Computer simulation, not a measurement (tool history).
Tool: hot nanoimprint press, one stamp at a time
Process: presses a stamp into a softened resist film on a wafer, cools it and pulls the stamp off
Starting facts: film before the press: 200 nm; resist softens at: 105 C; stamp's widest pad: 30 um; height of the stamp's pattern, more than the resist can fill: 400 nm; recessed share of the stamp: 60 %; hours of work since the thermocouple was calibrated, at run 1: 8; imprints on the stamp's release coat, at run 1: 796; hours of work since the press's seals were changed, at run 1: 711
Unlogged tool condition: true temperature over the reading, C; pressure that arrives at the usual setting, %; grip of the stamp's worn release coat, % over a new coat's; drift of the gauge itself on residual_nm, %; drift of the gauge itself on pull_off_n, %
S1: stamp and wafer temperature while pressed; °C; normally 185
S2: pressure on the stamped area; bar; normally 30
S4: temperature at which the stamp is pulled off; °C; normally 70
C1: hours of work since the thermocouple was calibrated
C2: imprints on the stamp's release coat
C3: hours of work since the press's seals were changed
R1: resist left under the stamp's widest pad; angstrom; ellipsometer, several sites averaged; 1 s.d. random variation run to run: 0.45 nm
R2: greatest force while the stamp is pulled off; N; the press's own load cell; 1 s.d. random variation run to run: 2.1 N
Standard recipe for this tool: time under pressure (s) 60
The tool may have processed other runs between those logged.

{"run": 1, "hour": 0.0, "S1": 185, "S2": 30, "time under pressure (s)": 60, "S4": 70, "C1": 8, "C2": 796, "C3": 711, "R1": 1100, "R2": 93}
{"run": 2, "hour": 54.1, "S1": 185, "S2": 30, "time under pressure (s)": 60, "S4": 70, "C1": 38, "C2": 966, "C3": 742, "R1": 1107, "R2": 95}
{"hour": 75.8, "done": "stamp cleaned and given a new release coat"}
{"run": 3, "hour": 112.8, "S1": 185, "S2": 30, "time under pressure (s)": 60, "S4": 70, "C1": 68, "C2": 117, "C3": 771, "R1": 1100, "R2": 94}
{"run": 4, "hour": 153.8, "S1": 185, "S2": 30, "time under pressure (s)": 60, "S4": 70, "C1": 91, "C2": 246, "C3": 795, "R1": 1101, "R2": 94}
{"run": 5, "hour": 193.1, "S1": 185, "S2": 30, "time under pressure (s)": 60, "S4": 70, "C1": 114, "C2": 370, "C3": 817, "R1": 1106, "R2": 95}
{"hour": 222.1, "done": "press's hydraulic seals changed and the load cell set to zero"}
{"run": 6, "hour": 257.7, "S1": 185, "S2": 30, "time under pressure (s)": 60, "S4": 70, "C1": 146, "C2": 548, "C3": 20, "R1": 1094, "R2": 96}
{"run": 7, "hour": 291.0, "S1": 185, "S2": 30, "time under pressure (s)": 60, "S4": 70, "C1": 164, "C2": 653, "C3": 39, "R1": 1099, "R2": 91}
{"run": 8, "hour": 355.5, "S1": 185, "S2": 30, "time under pressure (s)": 60, "S4": 70, "C1": 201, "C2": 857, "C3": 75, "R1": 1098, "R2": 92}
{"run": 9, "hour": 390.3, "S1": 185, "S2": 30, "time under pressure (s)": 60, "S4": 70, "C1": 221, "C2": 966, "C3": 95, "R1": 1103, "R2": 94}
{"hour": 414.7, "done": "stamp cleaned and given a new release coat"}
{"run": 10, "hour": 434.3, "S1": 185, "S2": 30, "time under pressure (s)": 30, "S4": 70, "C1": 242, "C2": 62, "C3": 117, "R1": 1354, "R2": 90}
{"run": 11, "hour": 485.1, "S1": 185, "S2": 30, "time under pressure (s)": 30, "S4": 70, "C1": 271, "C2": 222, "C3": 145, "R1": 1358, "R2": 91}
{"run": 12, "hour": 535.5, "S1": 185, "S2": 30, "time under pressure (s)": 30, "S4": 70, "C1": 299, "C2": 381, "C3": 174, "R1": 1360, "R2": 93}
{"run": 13, "hour": 599.6, "S1": 185, "S2": 30, "time under pressure (s)": 30, "S4": 70, "C1": 335, "C2": 583, "C3": 210, "R1": 1356, "R2": 97}
{"hour": 653.8, "done": "plate thermocouple calibrated"}
{"run": 14, "hour": 653.8, "S1": 185, "S2": 30, "time under pressure (s)": 34, "S4": 70, "C1": 0, "C2": 745, "C3": 239, "R1": 1320, "R2": 95}
{"run": 15, "hour": 690.1, "S1": 185, "S2": 30, "time under pressure (s)": 34, "S4": 70, "C1": 21, "C2": 859, "C3": 259, "R1": 1321, "R2": 92}
{"hour": 743.9, "done": "stamp cleaned and given a new release coat"}
{"run": 16, "hour": 748.0, "S1": 185, "S2": 30, "time under pressure (s)": 34, "S4": 70, "C1": 50, "C2": 13, "C3": 289, "R1": 1305, "R2": 95}
{"run": 17, "hour": 809.0, "S1": 193, "S2": 21.8, "time under pressure (s)": 60, "S4": 70, "C1": 84, "C2": 206, "C3": 323, "R1": 933, "R2": 96}
{"run": 18, "hour": 864.8, "S1": 193, "S2": 21.8, "time under pressure (s)": 60, "S4": 70, "C1": 116, "C2": 381, "C3": 355, "R1": 932, "R2": 95}
{"run": 19, "hour": 920.9, "S1": 193, "S2": 21.8, "time under pressure (s)": 60, "S4": 70, "C1": 148, "C2": 558, "C3": 386, "R1": 930, "R2": 91}
{"run": 20, "hour": 983.8, "S1": 184, "S2": 21.8, "time under pressure (s)": 59, "S4": 70, "C1": 183, "C2": 757, "C3": 422, "R1": 1277, "R2": 91}
{"run": 21, "hour": 1039.0, "S1": 177, "S2": 21.8, "time under pressure (s)": 59, "S4": 70, "C1": 214, "C2": 931, "C3": 453, "R1": 1555, "R2": 92}
{"hour": 1070.3, "done": "stamp cleaned and given a new release coat"}
{"run": 22, "hour": 1115.1, "S1": 177, "S2": 21.8, "time under pressure (s)": 59, "S4": 70, "C1": 254, "C2": 141, "C3": 493, "R1": 1549, "R2": 92}
{"run": 23, "hour": 1165.0, "S1": 177, "S2": 21.8, "time under pressure (s)": 59, "S4": 70, "C1": 282, "C2": 298, "C3": 521, "R1": 1557, "R2": 93}
{"run": 24, "hour": 1220.5, "S1": 178, "S2": 21.8, "time under pressure (s)": 118, "S4": 70, "C1": 314, "C2": 473, "C3": 552, "R1": 1279, "R2": 93}
{"run": 25, "hour": 1284.6, "S1": 177, "S2": 31.5, "time under pressure (s)": 83, "S4": 61, "C1": 350, "C2": 675, "C3": 589, "R1": 1311, "R2": 100}
{"hour": 1315.2, "done": "plate thermocouple calibrated"}
{"run": 26, "hour": 1340.2, "S1": 196, "S2": 30, "time under pressure (s)": 58, "S4": 64, "C1": 14, "C2": 841, "C3": 618, "R1": 724, "R2": 101}
{"hour": 1399.7, "done": "stamp cleaned and given a new release coat"}
{"run": 27, "hour": 1417.1, "S1": 196, "S2": 30.9, "time under pressure (s)": 58, "S4": 74, "C1": 54, "C2": 55, "C3": 658, "R1": 720, "R2": 92}
{"run": 28, "hour": 1479.2, "S1": 196, "S2": 30.9, "time under pressure (s)": 58, "S4": 74, "C1": 89, "C2": 251, "C3": 694, "R1": 720, "R2": 89}

Forecast run 29:
{"run": 29, "hour": 1519.3, "S1": 196, "S2": 20.4, "time under pressure (s)": 56, "S4": 56, "C1": 112, "C2": 377, "C3": 716, "R1": "?", "R2": "?"}

Logged for run 29: R1 886 angstrom, R2 103 N.
With the hidden condition absent and the run-to-run variation left alone, this run would have shown R1 885 angstrom, R2 103 N.

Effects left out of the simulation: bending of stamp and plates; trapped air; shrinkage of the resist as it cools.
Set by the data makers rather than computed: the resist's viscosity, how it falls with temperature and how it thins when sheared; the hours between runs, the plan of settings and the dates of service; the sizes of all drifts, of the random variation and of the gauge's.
